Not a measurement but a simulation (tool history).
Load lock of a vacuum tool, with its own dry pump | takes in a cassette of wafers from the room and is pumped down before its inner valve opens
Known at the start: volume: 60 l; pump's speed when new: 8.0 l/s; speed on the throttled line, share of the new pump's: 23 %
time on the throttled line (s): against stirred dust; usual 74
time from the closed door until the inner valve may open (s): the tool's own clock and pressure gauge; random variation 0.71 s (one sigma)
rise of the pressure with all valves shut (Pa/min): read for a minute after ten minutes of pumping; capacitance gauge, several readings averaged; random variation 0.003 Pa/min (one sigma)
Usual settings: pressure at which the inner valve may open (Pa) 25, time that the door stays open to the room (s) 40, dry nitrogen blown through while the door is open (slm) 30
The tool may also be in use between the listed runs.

run,hour,time on the throttled line (s),pressure at which the inner valve may open (Pa),time that the door stays open to the room (s),dry nitrogen blown through while the door is open (slm),"incoming humidity of the room's air, %",time from the closed door until the inner valve may open (s),rise of the pressure with all valves shut (Pa/min)
1,0,74,25,40,30,46.9,120.6,0.027
2,200.6,74,25,40,30,44.2,119.9,0.022
3,643.7,74,25,40,30,45,120.7,0.02
4,1053.4,74,25,40,30,47.7,120.6,0.025
5,1310.2,74,25,40,30,46.2,121.6,0.025
6,1647.3,74,25,40,30,49.5,119.6,0.022
7,1926.9,74,36,55,30,44.2,116,0.026
8,2418.3,105,20,40,30,47.2,146.8,0.023
9,2858.6,105,20,40,30,45.9,144.9,0.028
10,3283.9,105,20,40,30,47.4,145.6,0.024

Forecast run 11:
11,3708.2,105,20,40,30,45.4,?,?

Run 11 gave time from the closed door until the inner valve may open (s) 145.9, rise of the pressure with all valves shut (Pa/min) 0.02.
Without the tool's hidden state the same run would have given time from the closed door until the inner valve may open (s) 145.8, rise of the pressure with all valves shut (Pa/min) 0.02.
